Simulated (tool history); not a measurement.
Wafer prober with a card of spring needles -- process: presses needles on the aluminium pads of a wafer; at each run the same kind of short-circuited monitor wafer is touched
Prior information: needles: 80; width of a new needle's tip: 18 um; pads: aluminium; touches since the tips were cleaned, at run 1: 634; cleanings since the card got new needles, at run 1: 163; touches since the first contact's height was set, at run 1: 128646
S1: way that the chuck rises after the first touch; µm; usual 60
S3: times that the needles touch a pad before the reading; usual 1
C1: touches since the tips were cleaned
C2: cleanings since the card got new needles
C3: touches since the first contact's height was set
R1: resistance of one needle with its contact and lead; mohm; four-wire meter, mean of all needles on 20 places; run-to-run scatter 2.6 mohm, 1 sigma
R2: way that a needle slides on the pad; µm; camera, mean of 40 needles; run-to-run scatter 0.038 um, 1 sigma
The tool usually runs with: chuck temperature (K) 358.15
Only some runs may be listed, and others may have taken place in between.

{"run": 1, "hour": 0.0, "S1": 60, "chuck temperature (K)": 358.15, "S3": 1, "C1": 634, "C2": 163, "C3": 128646, "R1": 326, "R2": 13.9}
{"hour": 11.1, "done": "tips cleaned on abrasive film"}
{"hour": 24.7, "done": "tips cleaned on abrasive film"}
{"hour": 27.8, "done": "height of the first contact set anew"}
{"hour": 38.3, "done": "tips cleaned on abrasive film"}
{"run": 2, "hour": 47.1, "S1": 60, "chuck temperature (K)": 358.15, "S3": 1, "C1": 6411, "C2": 166, "C3": 13991, "R1": 403, "R2": 14.13}
{"hour": 49.9, "done": "tips cleaned on abrasive film"}
{"hour": 61.0, "done": "tips cleaned on abrasive film"}
{"hour": 74.7, "done": "tips cleaned on abrasive film"}
{"run": 3, "hour": 79.0, "S1": 60, "chuck temperature (K)": 358.15, "S3": 1, "C1": 3151, "C2": 169, "C3": 37060, "R1": 369, "R2": 14.01}
{"hour": 87.0, "done": "tips cleaned on abrasive film"}
{"hour": 99.2, "done": "tips cleaned on abrasive film"}
{"run": 4, "hour": 102.3, "S1": 60, "chuck temperature (K)": 358.15, "S3": 1, "C1": 2258, "C2": 171, "C3": 53846, "R1": 358, "R2": 13.99}
{"hour": 110.6, "done": "tips cleaned on abrasive film"}
{"hour": 121.7, "done": "tips cleaned on abrasive film"}
{"hour": 135.4, "done": "tips cleaned on abrasive film"}
{"run": 5, "hour": 138.7, "S1": 60, "chuck temperature (K)": 358.15, "S3": 1, "C1": 2387, "C2": 174, "C3": 80178, "R1": 375, "R2": 13.84}
{"hour": 146.7, "done": "tips cleaned on abrasive film"}
{"hour": 157.8, "done": "tips cleaned on abrasive film"}
{"hour": 170.6, "done": "tips cleaned on abrasive film"}
{"run": 6, "hour": 175.8, "S1": 60, "chuck temperature (K)": 312.15, "S3": 1, "C1": 3822, "C2": 177, "C3": 107006, "R1": 384, "R2": 13.96}
{"hour": 184.2, "done": "tips cleaned on abrasive film"}
{"hour": 195.2, "done": "tips cleaned on abrasive film"}
{"run": 7, "hour": 200.0, "S1": 60, "chuck temperature (K)": 358.15, "S3": 1, "C1": 3462, "C2": 179, "C3": 124467, "R1": 387, "R2": 13.85}
{"hour": 208.3, "done": "tips cleaned on abrasive film"}
{"hour": 221.8, "done": "tips cleaned on abrasive film"}
{"run": 8, "hour": 223.8, "S1": 60, "chuck temperature (K)": 358.15, "S3": 1, "C1": 1449, "C2": 181, "C3": 141676, "R1": 360, "R2": 13.87}
{"hour": 234.9, "done": "tips cleaned on abrasive film"}
{"hour": 235.2, "done": "height of the first contact set anew"}
{"hour": 248.1, "done": "tips cleaned on abrasive film"}
{"hour": 261.4, "done": "tips cleaned on abrasive film"}
{"run": 9, "hour": 272.0, "S1": 60, "chuck temperature (K)": 358.15, "S3": 1, "C1": 7740, "C2": 184, "C3": 26656, "R1": 413, "R2": 14.11}
{"hour": 274.2, "done": "tips cleaned on abrasive film"}
{"hour": 287.9, "done": "tips cleaned on abrasive film"}
{"hour": 298.1, "done": "tips cleaned on abrasive film, once more"}
{"hour": 309.2, "done": "tips cleaned on abrasive film"}
{"hour": 322.4, "done": "tips cleaned on abrasive film"}
{"run": 10, "hour": 323.4, "S1": 77, "chuck temperature (K)": 358.15, "S3": 1, "C1": 705, "C2": 189, "C3": 63727, "R1": 316, "R2": 17.92}
{"hour": 334.4, "done": "tips cleaned on abrasive film"}
{"hour": 345.5, "done": "tips cleaned on abrasive film"}
{"run": 11, "hour": 351.4, "S1": 77, "chuck temperature (K)": 358.15, "S3": 1, "C1": 4255, "C2": 191, "C3": 83984, "R1": 358, "R2": 17.96}
{"hour": 356.9, "done": "tips cleaned on abrasive film"}
{"hour": 370.3, "done": "tips cleaned on abrasive film"}
{"hour": 383.5, "done": "tips cleaned on abrasive film"}
{"hour": 396.5, "done": "tips cleaned on abrasive film"}
{"run": 12, "hour": 400.0, "S1": 77, "chuck temperature (K)": 358.15, "S3": 2, "C1": 2497, "C2": 195, "C3": 119114, "R1": 318, "R2": 17.85}
{"hour": 408.3, "done": "tips cleaned on abrasive film"}
{"hour": 421.6, "done": "tips cleaned on abrasive film"}
{"hour": 435.4, "done": "tips cleaned on abrasive film"}
{"hour": 440.5, "done": "height of the first contact set anew"}
{"run": 13, "hour": 446.3, "S1": 60, "chuck temperature (K)": 358.15, "S3": 1, "C1": 7722, "C2": 198, "C3": 4221, "R1": 414, "R2": 14.15}
{"hour": 449.1, "done": "tips cleaned on abrasive film"}
{"hour": 462.7, "done": "tips cleaned on abrasive film"}
{"hour": 475.9, "done": "tips cleaned on abrasive film"}
{"hour": 487.0, "done": "tips cleaned on abrasive film"}
{"run": 14, "hour": 487.0, "S1": 60, "chuck temperature (K)": 358.15, "S3": 1, "C1": 17, "C2": 202, "C3": 33634, "R1": 315, "R2": 14.07}
{"hour": 500.5, "done": "tips cleaned on abrasive film"}
{"hour": 514.3, "done": "tips cleaned on abrasive film"}
{"run": 15, "hour": 520.4, "S1": 60, "chuck temperature (K)": 358.15, "S3": 3, "C1": 4438, "C2": 204, "C3": 57792, "R1": 341, "R2": 14.05}
{"hour": 525.9, "done": "tips cleaned on abrasive film"}
{"hour": 539.3, "done": "tips cleaned on abrasive film"}
{"hour": 552.6, "done": "tips cleaned on abrasive film"}
{"run": 16, "hour": 558.1, "S1": 72, "chuck temperature (K)": 327.15, "S3": 1, "C1": 4014, "C2": 207, "C3": 85033, "R1": 353, "R2": 16.84}
{"hour": 565.8, "done": "tips cleaned on abrasive film"}
{"hour": 579.1, "done": "tips cleaned on abrasive film"}
{"hour": 592.9, "done": "tips cleaned on abrasive film"}
{"hour": 606.5, "done": "tips cleaned on abrasive film"}
{"run": 17, "hour": 608.9, "S1": 72, "chuck temperature (K)": 358.15, "S3": 1, "C1": 1755, "C2": 211, "C3": 121760, "R1": 339, "R2": 16.74}
{"hour": 619.5, "done": "tips cleaned on abrasive film"}
{"hour": 630.6, "done": "tips cleaned on abrasive film"}
{"run": 18, "hour": 636.1, "S1": 72, "chuck temperature (K)": 358.15, "S3": 1, "C1": 3986, "C2": 213, "C3": 141409, "R1": 369, "R2": 16.73}
{"hour": 644.3, "done": "tips cleaned on abrasive film"}
{"hour": 646.8, "done": "height of the first contact set anew"}
{"hour": 657.4, "done": "tips cleaned on abrasive film"}
{"hour": 671.1, "done": "tips cleaned on abrasive film"}
{"run": 19, "hour": 676.8, "S1": 60, "chuck temperature (K)": 351.15, "S3": 2, "C1": 4132, "C2": 216, "C3": 21725, "R1": 361, "R2": 14.21}
{"hour": 684.4, "done": "tips cleaned on abrasive film"}
{"hour": 697.6, "done": "tips cleaned on abrasive film"}
{"hour": 711.4, "done": "tips cleaned on abrasive film"}
{"run": 20, "hour": 711.9, "S1": 60, "chuck temperature (K)": 351.15, "S3": 2, "C1": 395, "C2": 219, "C3": 47106, "R1": 318, "R2": 14.07}
{"hour": 722.6, "done": "tips cleaned on abrasive film"}
{"hour": 736.2, "done": "tips cleaned on abrasive film"}
{"run": 21, "hour": 739.7, "S1": 72, "chuck temperature (K)": 317.15, "S3": 2, "C1": 2569, "C2": 221, "C3": 67225, "R1": 320, "R2": 16.9}
{"hour": 747.5, "done": "tips cleaned on abrasive film"}
{"hour": 758.6, "done": "tips cleaned on abrasive film"}
{"hour": 771.7, "done": "tips cleaned on abrasive film"}
{"run": 22, "hour": 771.7, "S1": 78, "chuck temperature (K)": 325.15, "S3": 2, "C1": 37, "C2": 224, "C3": 90316, "R1": 288, "R2": 18.08}
{"hour": 784.8, "done": "tips cleaned on abrasive film"}
{"hour": 798.1, "done": "tips cleaned on abrasive film"}
{"hour": 811.3, "done": "tips cleaned on abrasive film"}
{"run": 23, "hour": 819.6, "S1": 72, "chuck temperature (K)": 298.15, "S3": 3, "C1": 6036, "C2": 227, "C3": 124969, "R1": 313, "R2": 16.73}
{"hour": 824.8, "done": "tips cleaned on abrasive film"}
{"hour": 838.4, "done": "tips cleaned on abrasive film"}
{"hour": 849.6, "done": "tips cleaned on abrasive film"}
{"hour": 852.6, "done": "height of the first contact set anew"}
{"hour": 863.7, "done": "tips cleaned on abrasive film"}
{"run": 24, "hour": 864.3, "S1": 70, "chuck temperature (K)": 307.15, "S3": 1, "C1": 459, "C2": 231, "C3": 8460, "R1": 293, "R2": 16.52}
{"hour": 875.0, "done": "tips cleaned on abrasive film"}
{"hour": 888.6, "done": "tips cleaned on abrasive film"}
{"hour": 901.3, "done": "tips cleaned on abrasive film"}
{"hour": 912.4, "done": "tips cleaned on abrasive film"}
{"run": 25, "hour": 915.4, "S1": 53, "chuck temperature (K)": 358.15, "S3": 3, "C1": 2223, "C2": 235, "C3": 45393, "R1": 334, "R2": 12.32}
{"hour": 923.7, "done": "tips cleaned on abrasive film"}
{"hour": 937.4, "done": "tips cleaned on abrasive film"}
{"run": 26, "hour": 939.9, "S1": 65, "chuck temperature (K)": 308.15, "S3": 1, "C1": 1829, "C2": 237, "C3": 63071, "R1": 358, "R2": 15.17}

Below, each run's measurement less what the same run would have read without the hidden state. Both values contain the same run-to-run variation, but the gauge's scatter may not be the same in both:
Hidden state at play: debris on the tips, nm; way that the needles fall short of the set height, um; tips' diameter, um; drift of the gauge itself on contact_mohm, %; drift of the gauge itself on scrub_um, %.
run=1 R1=+31 R2=-0.29
run=2 R1=+109 R2=-0.01
run=3 R1=+75 R2=-0.08
run=4 R1=+64 R2=-0.12
run=5 R1=+79 R2=-0.17
run=6 R1=+103 R2=-0.23
run=7 R1=+89 R2=-0.27
run=8 R1=+60 R2=-0.3
run=9 R1=+117 R2=-0.04
run=10 R1=+27 R2=-0.13
run=11 R1=+66 R2=-0.17
run=12 R1=+32 R2=-0.26
run=13 R1=+122 R2=+0
run=14 R1=+18 R2=-0.08
run=15 R1=+45 R2=-0.1
run=16 R1=+75 R2=-0.17
run=17 R1=+52 R2=-0.25
run=18 R1=+76 R2=-0.29
run=19 R1=+69 R2=-0.05
run=20 R1=+25 R2=-0.09
run=21 R1=+44 R2=-0.12
run=22 R1=+11 R2=-0.18
run=23 R1=+41 R2=-0.22
run=24 R1=+24 R2=-0.02
run=25 R1=+40 R2=-0.11
run=26 R1=+77 R2=-0.13
